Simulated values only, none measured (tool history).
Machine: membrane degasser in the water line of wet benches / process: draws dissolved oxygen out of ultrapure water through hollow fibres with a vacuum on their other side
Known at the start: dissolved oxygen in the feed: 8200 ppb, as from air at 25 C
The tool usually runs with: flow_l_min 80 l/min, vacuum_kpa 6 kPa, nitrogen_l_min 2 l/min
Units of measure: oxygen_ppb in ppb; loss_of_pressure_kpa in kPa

Run 1, hour 0: usual settings. Result: oxygen_ppb 339.1 ppb, loss_of_pressure_kpa 25.33 kPa.
Run 2, hour 77.8: usual settings. Result: oxygen_ppb 339.9 ppb, loss_of_pressure_kpa 25.28 kPa.
Run 3, hour 203.5: usual settings. Result: oxygen_ppb 343.7 ppb, loss_of_pressure_kpa 25.34 kPa.
Run 4, hour 292.3: usual settings. Result: oxygen_ppb 346.8 ppb, loss_of_pressure_kpa 25.15 kPa.
Run 5, hour 354.7: usual settings. Result: oxygen_ppb 344.5 ppb, loss_of_pressure_kpa 25.31 kPa.
Run 6, hour 506.7: usual settings. Result: oxygen_ppb 345.9 ppb, loss_of_pressure_kpa 25.46 kPa.
Run 7, hour 595.5: usual settings. Result: oxygen_ppb 346.8 ppb, loss_of_pressure_kpa 25.39 kPa.
Run 8, hour 744.6: usual settings. Result: oxygen_ppb 346.7 ppb, loss_of_pressure_kpa 25.42 kPa.
Run 9, hour 889: usual settings. Result: oxygen_ppb 345 ppb, loss_of_pressure_kpa 25.53 kPa.
Run 10, hour 985: usual settings but nitrogen_l_min 0.95 l/min. Result: oxygen_ppb 496.6 ppb, loss_of_pressure_kpa 25.48 kPa.
Run 11, hour 1104.5: usual settings but nitrogen_l_min 3.29 l/min. Result: oxygen_ppb 272.3 ppb, loss_of_pressure_kpa 25.49 kPa.
Run 12, hour 1250.1: usual settings but nitrogen_l_min 3.29 l/min. Result: oxygen_ppb 266.6 ppb, loss_of_pressure_kpa 25.48 kPa.
Run 13, hour 1399.8: usual settings but nitrogen_l_min 3.29 l/min. Result: oxygen_ppb 273.3 ppb, loss_of_pressure_kpa 25.29 kPa.
Run 14, hour 1509.1: usual settings but nitrogen_l_min 3.29 l/min. Result: oxygen_ppb 273.3 ppb, loss_of_pressure_kpa 25.44 kPa.
Run 15, hour 1585.4: usual settings but nitrogen_l_min 3.29 l/min. Result: oxygen_ppb 275.6 ppb, loss_of_pressure_kpa 25.36 kPa.
At hour 1619.7: seals of the vacuum lines changed.
Run 16, hour 1712.9: usual settings but flow_l_min 116 l/min. Result: oxygen_ppb 488.5 ppb, loss_of_pressure_kpa 37.19 kPa.
Run 17, hour 1855.1: usual settings but vacuum_kpa 9.65 kPa, nitrogen_l_min 2.54 l/min. Result: oxygen_ppb 528.3 ppb, loss_of_pressure_kpa 25.6 kPa.
At hour 1919.6: vacuum gauge calibrated.
Run 18, hour 1991: usual settings but vacuum_kpa 9.65 kPa, nitrogen_l_min 2.54 l/min. Result: oxygen_ppb 521 ppb, loss_of_pressure_kpa 25.79 kPa.
Run 19, hour 2136.6: usual settings but vacuum_kpa 9.65 kPa, nitrogen_l_min 2.54 l/min. Result: oxygen_ppb 521.1 ppb, loss_of_pressure_kpa 25.62 kPa.
Run 20, hour 2208: usual settings but vacuum_kpa 6.13 kPa. Result: oxygen_ppb 355.1 ppb, loss_of_pressure_kpa 25.78 kPa.
Run 21, hour 2275.9: usual settings but vacuum_kpa 5.16 kPa, nitrogen_l_min 3.53 l/min. Result: oxygen_ppb 221.9 ppb, loss_of_pressure_kpa 25.95 kPa.
Run 22, hour 2405.4: usual settings but flow_l_min 66 l/min, vacuum_kpa 5.16 kPa, nitrogen_l_min 4 l/min. Result: oxygen_ppb 171.8 ppb, loss_of_pressure_kpa 21.07 kPa.
Run 23, hour 2485.5: usual settings but flow_l_min 52 l/min, vacuum_kpa 5.16 kPa, nitrogen_l_min 1.73 l/min. Result: oxygen_ppb 195.4 ppb, loss_of_pressure_kpa 16.68 kPa.
Run 24, hour 2614.2: usual settings but flow_l_min 52 l/min, vacuum_kpa 5.16 kPa, nitrogen_l_min 1.73 l/min. Result: oxygen_ppb 195.9 ppb, loss_of_pressure_kpa 16.69 kPa.
Run 25, hour 2722.4: usual settings but vacuum_kpa 5.57 kPa. Result: oxygen_ppb 315.6 ppb, loss_of_pressure_kpa 25.88 kPa.
Run 26, hour 2876: usual settings but vacuum_kpa 11.18 kPa, nitrogen_l_min 4.79 l/min. Result: oxygen_ppb 425.1 ppb, loss_of_pressure_kpa 26.04 kPa.
Run 27, hour 2955.7: usual settings but vacuum_kpa 10.35 kPa, nitrogen_l_min 0.95 l/min. Result: oxygen_ppb 1009.4 ppb, loss_of_pressure_kpa 25.7 kPa.
Run 28, hour 3060.8: usual settings but vacuum_kpa 10.77 kPa. Result: oxygen_ppb 688 ppb, loss_of_pressure_kpa 25.81 kPa.
Run 29, hour 3147.5: usual settings but vacuum_kpa 10.77 kPa. Result: oxygen_ppb 681.9 ppb, loss_of_pressure_kpa 25.83 kPa.
Run 30, hour 3237.9: usual settings but vacuum_kpa 10.77 kPa. Result: oxygen_ppb 681.6 ppb, loss_of_pressure_kpa 25.98 kPa.
Run 31, hour 3369.9: usual settings but vacuum_kpa 10.77 kPa, nitrogen_l_min 5.17 l/min. Result: oxygen_ppb 385 ppb, loss_of_pressure_kpa 25.75 kPa.

Alternative continuations, all from the tool just after run 31; predict every row:
Run A, hour 3480.4: usual settings but vacuum_kpa 4.29 kPa, nitrogen_l_min 5.29 l/min. Result: oxygen_ppb ?, loss_of_pressure_kpa ?.
Run B, hour 3480.4: usual settings but flow_l_min 69 l/min, vacuum_kpa 10.79 kPa, nitrogen_l_min 5.17 l/min. Result: oxygen_ppb ?, loss_of_pressure_kpa ?.
Run C, hour 3480.4: usual settings but vacuum_kpa 4.03 kPa, nitrogen_l_min 5.17 l/min. Result: oxygen_ppb ?, loss_of_pressure_kpa ?.
Run D, hour 3480.4: usual settings but flow_l_min 66 l/min, vacuum_kpa 10.77 kPa, nitrogen_l_min 5.17 l/min. Result: oxygen_ppb ?, loss_of_pressure_kpa ?.

run  oxygen_ppb  loss_of_pressure_kpa
  A       170.2                 25.93
  B       331.5                  22.5
  C       158.2                 26.14
  D       316.7                 21.28
Take away the tool's hidden state, keep each run's random variation, and the runs would have read:
run  oxygen_ppb  loss_of_pressure_kpa
  A         170                 25.25
  B       331.3                 21.91
  C         158                 25.46
  D       316.5                 20.72
